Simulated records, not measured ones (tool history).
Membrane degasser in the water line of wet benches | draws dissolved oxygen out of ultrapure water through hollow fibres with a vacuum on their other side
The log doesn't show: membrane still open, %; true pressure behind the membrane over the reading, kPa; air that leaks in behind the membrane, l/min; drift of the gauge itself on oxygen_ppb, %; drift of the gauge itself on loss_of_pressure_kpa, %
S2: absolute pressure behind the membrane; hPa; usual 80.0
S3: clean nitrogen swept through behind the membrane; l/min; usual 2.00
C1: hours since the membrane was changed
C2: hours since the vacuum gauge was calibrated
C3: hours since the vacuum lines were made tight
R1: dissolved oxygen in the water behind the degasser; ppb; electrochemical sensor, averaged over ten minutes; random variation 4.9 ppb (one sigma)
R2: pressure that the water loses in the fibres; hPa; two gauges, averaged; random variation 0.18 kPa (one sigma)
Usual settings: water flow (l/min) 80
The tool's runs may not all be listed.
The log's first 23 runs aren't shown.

run 24 hour=1926.9 | water_flow_(l/min)=80 S2=198.7 S3=1.15 | C1=5014 C2=143 C3=2306 | R1=1829.5 R2=324.6
run 25 hour=1990.1 | water_flow_(l/min)=80 S2=198.7 S3=1.15 | C1=5077 C2=206 C3=2369 | R1=1835.5 R2=323.9
run 26 hour=2099.5 | water_flow_(l/min)=60 S2=167.0 S3=4.70 | C1=5186 C2=315 C3=2479 | R1=467.5 R2=242.4
run 27 hour=2184.9 | water_flow_(l/min)=80 S2=168.4 S3=2.00 | C1=5272 C2=401 C3=2564 | R1=1092.3 R2=321.9
run 28 hour=2241.1 | water_flow_(l/min)=97 S2=80.0 S3=2.00 | C1=5328 C2=457 C3=2620 | R1=624.2 R2=395.4
run 29 hour=2317.0 | water_flow_(l/min)=69 S2=142.3 S3=3.31 | C1=5404 C2=533 C3=2696 | R1=581.7 R2=282.3
run 30 hour=2409.0 | water_flow_(l/min)=76 S2=75.7 S3=5.24 | C1=5496 C2=625 C3=2788 | R1=272.9 R2=306.7
-- hour=2445.0 vacuum gauge calibrated, once more
run 31 hour=2490.7 | water_flow_(l/min)=110 S2=75.7 S3=5.94 | C1=5577 C2=46 C3=2869 | R1=401.3 R2=447.9

Forecast each of these 3 alternatives for the next run:
run A hour=2595.7 | water_flow_(l/min)=89 S2=80.0 S3=2.00 | C1=5682 C2=151 C3=2974 | R1=? R2=?
run B hour=2595.7 | water_flow_(l/min)=109 S2=77.5 S3=1.45 | C1=5682 C2=151 C3=2974 | R1=? R2=?
run C hour=2595.7 | water_flow_(l/min)=80 S2=102.8 S3=1.64 | C1=5682 C2=151 C3=2974 | R1=? R2=?

run=A R1=548.2 R2=363.2
run=B R1=748.3 R2=442.8
run=C R1=744.5 R2=320.4
Without the tool's hidden state the same runs would have given:
run=A R1=533.2 R2=352.0
run=B R1=730.8 R2=429.2
run=C R1=732.6 R2=310.4
